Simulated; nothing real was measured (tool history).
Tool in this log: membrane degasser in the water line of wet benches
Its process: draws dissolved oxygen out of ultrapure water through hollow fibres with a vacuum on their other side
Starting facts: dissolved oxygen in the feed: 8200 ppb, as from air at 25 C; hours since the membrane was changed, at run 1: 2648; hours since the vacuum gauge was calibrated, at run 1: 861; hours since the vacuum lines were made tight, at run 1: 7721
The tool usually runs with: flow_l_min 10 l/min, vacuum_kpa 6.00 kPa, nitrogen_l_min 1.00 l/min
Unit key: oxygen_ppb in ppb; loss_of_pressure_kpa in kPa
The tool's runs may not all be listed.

run    hour  flow_l_min  vacuum_kpa  nitrogen_l_min  hours since the membrane was changed  hours since the vacuum gauge was calibrated  hours since the vacuum lines were made tight  oxygen_ppb  loss_of_pressure_kpa
  1     0.0          10        6.00            1.00                                  2648                                          861                                          7721       126.7                 45.96
  2   132.4          10        6.00            1.00                                  2781                                          993                                          7853       129.9                 46.16
  3   255.0           8        6.00            1.00                                  2903                                         1116                                          7976        90.1                 36.95
  4   386.1           8        7.20            1.00                                  3034                                         1247                                          8107       116.0                 37.16
  5   546.9           8        7.20            1.00                                  3195                                         1408                                          8268       116.7                 36.98
  6   669.8          10        6.00            1.00                                  3318                                         1531                                          8391       128.6                 46.35
      817.0  -- seals of the vacuum lines changed
  7   823.2          10        6.00            1.00                                  3469                                         1682                                             6       130.1                 46.22
  8   969.7          10        6.00            1.00                                  3616                                         1829                                           153       126.9                 46.19
  9  1050.6          10        6.00            1.00                                  3697                                         1910                                           234       130.4                 46.36
 10  1225.2          10        6.00            1.00                                  3871                                         2084                                           408       128.7                 46.32
 11  1340.2          10        6.00            1.00                                  3986                                         2199                                           523       128.9                 46.37
 12  1492.0          10        4.64            1.00                                  4138                                         2351                                           675        98.3                 46.39
 13  1675.5          10        4.64            1.00                                  4322                                         2534                                           859        98.4                 46.56
 14  1864.0          10        4.64            1.00                                  4510                                         2723                                          1047        96.6                 46.78
 15  2042.3          10        6.00            0.68                                  4689                                         2901                                          1225       160.4                 46.32
 16  2160.2          16        6.00            1.00                                  4806                                         3019                                          1343       262.8                 74.75
 17  2288.9          10        6.00            0.54                                  4935                                         3148                                          1472       186.6                 46.40
 18  2380.7          14        6.00            1.00                                  5027                                         3240                                          1564       221.6                 65.09
 19  2567.6           8        5.32            0.46                                  5214                                         3427                                          1751       124.4                 36.67
 20  2758.1           8        9.44            0.76                                  5404                                         3617                                          1941       195.3                 37.41
 21  2921.5          12        7.34            2.75                                  5568                                         3780                                          2105       139.5                 56.01
     3001.6  -- vacuum gauge calibrated
 22  3060.3          12        7.34            2.75                                  5706                                           59                                          2243       141.2                 55.76
 23  3201.5          10        6.00            1.56                                  5847                                          200                                          2384       110.4                 46.71
 24  3285.4           8       14.12            2.42                                  5931                                          284                                          2468       130.2                 37.20
 25  3466.3           9        7.65            0.47                                  6112                                          465                                          2649       247.5                 42.11
 26  3556.8          10        8.73            1.00                                  6203                                          555                                          2739       204.4                 46.97
 27  3681.4          10        8.73            1.00                                  6327                                          680                                          2864       201.5                 46.94
 28  3775.1          10        8.73            1.00                                  6421                                          774                                          2958       200.1                 46.89
     3877.7  -- vacuum gauge calibrated, once more
 29  3897.1          10        8.73            1.00                                  6542                                           19                                          3079       190.4                 46.79
 30  4033.4          15        5.84            1.76                                  6679                                          156                                          3215       204.1                 69.98
 31  4192.8          10        8.83            1.00                                  6838                                          315                                          3375       195.4                 46.58
 32  4302.0          10        8.83            1.00                                  6947                                          424                                          3484       196.6                 46.49

For each entry between runs, how does the tool's hidden state at the last listed run before it compare with that at the first listed run after it?
Run 6 -> run 7: seals of the vacuum lines changed (hour 817.0)
  membrane still open, %: 99 -> 98.9; true pressure behind the membrane over the reading, kPa: 0.05 -> 0.06; air that leaks in behind the membrane, l/min: 0.0152 -> 0.0034
  measured value less the no-hidden-state value, oxygen_ppb: +6.3 -> +4.9 ppb; loss_of_pressure_kpa: +0.48 -> +0.50 kPa
Run 21 -> run 22: vacuum gauge calibrated (hour 3001.6)
  true pressure behind the membrane over the reading, kPa: 0.14 -> 0.24; air that leaks in behind the membrane, l/min: 0.0067 -> 0.0069
  measured value less the no-hidden-state value, oxygen_ppb: +9.3 -> +10.6 ppb; loss_of_pressure_kpa: +1.00 -> +1.03 kPa
Run 28 -> run 29: vacuum gauge calibrated, once more (hour 3877.7)
  true pressure behind the membrane over the reading, kPa: 0.27 -> 0.02; air that leaks in behind the membrane, l/min: 0.008 -> 0.0082
  measured value less the no-hidden-state value, oxygen_ppb: +14.2 -> +8.5 ppb; loss_of_pressure_kpa: +0.97 -> +0.99 kPa

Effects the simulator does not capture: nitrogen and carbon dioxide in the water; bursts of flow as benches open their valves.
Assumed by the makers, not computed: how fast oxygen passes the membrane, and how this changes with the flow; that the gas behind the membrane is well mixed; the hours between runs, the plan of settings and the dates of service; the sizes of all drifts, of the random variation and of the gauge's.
